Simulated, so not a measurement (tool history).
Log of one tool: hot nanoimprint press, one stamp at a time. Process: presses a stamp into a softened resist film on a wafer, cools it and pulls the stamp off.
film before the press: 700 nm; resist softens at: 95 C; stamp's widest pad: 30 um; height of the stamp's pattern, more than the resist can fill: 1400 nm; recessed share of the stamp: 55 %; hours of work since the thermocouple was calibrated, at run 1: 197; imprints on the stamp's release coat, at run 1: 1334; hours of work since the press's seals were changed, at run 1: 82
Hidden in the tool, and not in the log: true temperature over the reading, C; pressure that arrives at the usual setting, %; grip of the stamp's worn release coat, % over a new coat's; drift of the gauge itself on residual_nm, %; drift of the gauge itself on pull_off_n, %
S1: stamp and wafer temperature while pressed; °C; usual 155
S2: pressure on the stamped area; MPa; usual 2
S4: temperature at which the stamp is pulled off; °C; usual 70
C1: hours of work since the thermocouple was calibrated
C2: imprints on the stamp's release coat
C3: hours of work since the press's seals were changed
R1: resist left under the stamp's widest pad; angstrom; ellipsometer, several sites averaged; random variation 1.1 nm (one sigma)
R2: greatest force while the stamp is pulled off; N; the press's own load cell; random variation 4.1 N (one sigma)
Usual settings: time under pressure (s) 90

run 1 hour=0 | S1=155 S2=2 time_under_pressure_(s)=90 S4=70 | C1=197 C2=1334 C3=82 | R1=3589 R2=199
run 2 hour=15 | S1=155 S2=2 time_under_pressure_(s)=90 S4=70 | C1=203 C2=1360 C3=88 | R1=3579 R2=202
run 3 hour=28.8 | S1=155 S2=2.03 time_under_pressure_(s)=90 S4=70 | C1=208 C2=1383 C3=94 | R1=3558 R2=200
run 4 hour=39.6 | S1=158 S2=2.03 time_under_pressure_(s)=90 S4=70 | C1=213 C2=1401 C3=98 | R1=3103 R2=192
run 5 hour=55.8 | S1=155 S2=2 time_under_pressure_(s)=90 S4=70 | C1=219 C2=1429 C3=105 | R1=3566 R2=196
run 6 hour=64.4 | S1=155 S2=2 time_under_pressure_(s)=90 S4=69 | C1=223 C2=1443 C3=108 | R1=3555 R2=201
run 7 hour=79.4 | S1=155 S2=2 time_under_pressure_(s)=90 S4=69 | C1=229 C2=1469 C3=114 | R1=3550 R2=211
run 8 hour=92 | S1=155 S2=2 time_under_pressure_(s)=90 S4=69 | C1=234 C2=1490 C3=119 | R1=3563 R2=212
-- hour=100.7 stamp cleaned and given a new release coat
run 9 hour=109.9 | S1=155 S2=2 time_under_pressure_(s)=90 S4=69 | C1=239 C2=15 C3=124 | R1=3548 R2=210
run 10 hour=124.3 | S1=155 S2=1.22 time_under_pressure_(s)=90 S4=69 | C1=244 C2=40 C3=130 | R1=4268 R2=203
run 11 hour=138.3 | S1=151 S2=2.92 time_under_pressure_(s)=112 S4=63 | C1=250 C2=63 C3=135 | R1=3359 R2=225
run 12 hour=148.7 | S1=152 S2=1.84 time_under_pressure_(s)=110 S4=58 | C1=254 C2=81 C3=140 | R1=3884 R2=254
run 13 hour=155.4 | S1=152 S2=1.35 time_under_pressure_(s)=103 S4=75 | C1=257 C2=92 C3=142 | R1=4410 R2=176
run 14 hour=162.3 | S1=164 S2=2 time_under_pressure_(s)=106 S4=70 | C1=260 C2=104 C3=145 | R1=2204 R2=196
run 15 hour=174.3 | S1=145 S2=2.67 time_under_pressure_(s)=68 S4=67 | C1=264 C2=124 C3=150 | R1=5103 R2=214
run 16 hour=190.3 | S1=161 S2=3.11 time_under_pressure_(s)=90 S4=74 | C1=271 C2=151 C3=156 | R1=2200 R2=183

Forecast each of these 4 alternatives for the next run:
-- hour=200.7 plate thermocouple calibrated
run A hour=201.6 | S1=152 S2=3.11 time_under_pressure_(s)=90 S4=66 | C1=0 C2=165 C3=160 | R1=? R2=?
-- hour=200.7 plate thermocouple calibrated
run B hour=201.6 | S1=161 S2=2 time_under_pressure_(s)=90 S4=67 | C1=0 C2=165 C3=160 | R1=? R2=?
-- hour=200.7 plate thermocouple calibrated
run C hour=201.6 | S1=155 S2=2 time_under_pressure_(s)=170 S4=70 | C1=0 C2=165 C3=160 | R1=? R2=?
-- hour=200.7 plate thermocouple calibrated
run D hour=201.6 | S1=161 S2=3.11 time_under_pressure_(s)=90 S4=75 | C1=0 C2=165 C3=160 | R1=? R2=?

run=A R1=3390 R2=215
run=B R1=2692 R2=211
run=C R1=2755 R2=197
run=D R1=2197 R2=183
Without the tool's hidden state the same runs would have given:
run=A R1=3440 R2=214
run=B R1=2732 R2=211
run=C R1=2795 R2=197
run=D R1=2229 R2=182

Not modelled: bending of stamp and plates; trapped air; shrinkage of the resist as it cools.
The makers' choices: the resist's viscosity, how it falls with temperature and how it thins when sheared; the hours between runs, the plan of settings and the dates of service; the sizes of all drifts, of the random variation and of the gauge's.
